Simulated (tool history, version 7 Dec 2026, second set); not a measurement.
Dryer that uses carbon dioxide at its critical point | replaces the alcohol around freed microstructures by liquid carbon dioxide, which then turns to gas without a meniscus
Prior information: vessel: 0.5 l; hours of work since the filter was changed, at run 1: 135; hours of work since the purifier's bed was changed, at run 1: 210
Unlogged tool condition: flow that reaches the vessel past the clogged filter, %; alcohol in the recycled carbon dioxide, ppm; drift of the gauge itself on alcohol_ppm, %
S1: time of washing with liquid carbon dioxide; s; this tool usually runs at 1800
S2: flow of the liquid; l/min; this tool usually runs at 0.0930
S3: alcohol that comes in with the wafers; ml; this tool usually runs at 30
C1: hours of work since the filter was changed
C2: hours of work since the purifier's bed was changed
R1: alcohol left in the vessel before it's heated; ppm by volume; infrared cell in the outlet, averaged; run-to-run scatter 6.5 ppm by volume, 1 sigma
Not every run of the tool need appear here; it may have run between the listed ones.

run	hour	S1	S2	S3	C1	C2	R1
1	0.0	1800	0.0930	30	135	210	464
2	35.0	1800	0.0930	30	160	234	506
# hour 54.5: inlet filter changed
3	67.7	1800	0.0930	30	9	257	328
4	102.4	1800	0.0930	30	34	281	342
5	134.7	1800	0.0930	30	57	304	362
6	168.7	1800	0.0930	30	81	328	400
7	204.4	1800	0.0930	30	106	354	413
8	240.3	1800	0.0930	71	132	379	1064
9	276.8	1800	0.1302	30	158	405	90
# hour 300.2: inlet filter changed
10	300.2	1800	0.1302	30	0	421	70
11	319.8	1800	0.1302	30	14	435	73
12	359.8	1800	0.0930	39	42	463	447
13	391.5	1800	0.0930	30	65	486	374
14	420.5	1800	0.0930	30	85	506	403
15	440.2	1800	0.0930	30	99	520	420
16	478.1	1800	0.0930	21	126	547	337
17	501.2	1800	0.0930	30	143	564	464
18	519.1	1800	0.0930	30	155	576	485
# hour 545.1: inlet filter changed
19	549.9	1800	0.0930	30	3	598	329
20	591.1	1800	0.0930	30	33	627	356
21	617.0	1800	0.0930	105	51	645	1270
22	653.9	1800	0.0930	105	77	671	1323
23	693.6	1380	0.0930	30	105	699	1314
24	711.7	1380	0.0930	30	118	712	1340
25	749.7	1440	0.0930	56	145	739	2263
26	768.6	1440	0.0930	96	159	753	3992
# hour 790.2: inlet filter changed
27	796.6	1440	0.0879	96	5	772	3277
28	816.8	2460	0.0879	21	19	786	86
29	853.2	1200	0.0879	84	45	812	6149
30	871.6	1080	0.0635	26	58	825	6278
31	892.0	1080	0.0576	45	72	840	13431
32	934.6	1080	0.0576	45	102	870	13871
33	955.3	1080	0.0576	45	117	884	13698
34	990.0	2040	0.0967	65	142	909	450
35	1030.6	2280	0.1360	30	171	938	67
# hour 1034.5: inlet filter changed
36	1071.0	2340	0.0960	34	26	966	112
37	1099.2	2340	0.1546	34	46	986	58
38	1137.2	2340	0.1546	34	73	1013	60
39	1171.7	1800	0.0930	66	97	1037	916
40	1200.0	2760	0.0930	66	117	1057	131
41	1218.5	2760	0.0930	66	130	1070	127
42	1239.1	2760	0.0930	66	145	1085	136
43	1267.2	1200	0.0916	30	165	1105	2574
# hour 1279.3: inlet filter changed
44	1298.5	1200	0.0916	30	14	1126	1874
45	1319.4	1200	0.0916	30	28	1141	1935
46	1344.9	2400	0.1039	25	47	1159	90
47	1383.2	1920	0.1131	99	74	1187	320

Each row is a separate what-if for the run after 47, all from the same tool condition, not one after another. Results?
A	1417.3	1920	0.1491	21	98	1211	?
B	1417.3	1800	0.0560	30	98	1211	?
C	1417.3	1800	0.0930	108	98	1211	?

run	R1
A	85
B	2925
C	1429
Stripped of hidden state, with their random variation kept, the same runs would have yielded:
run	R1
A	15
B	2360
C	992
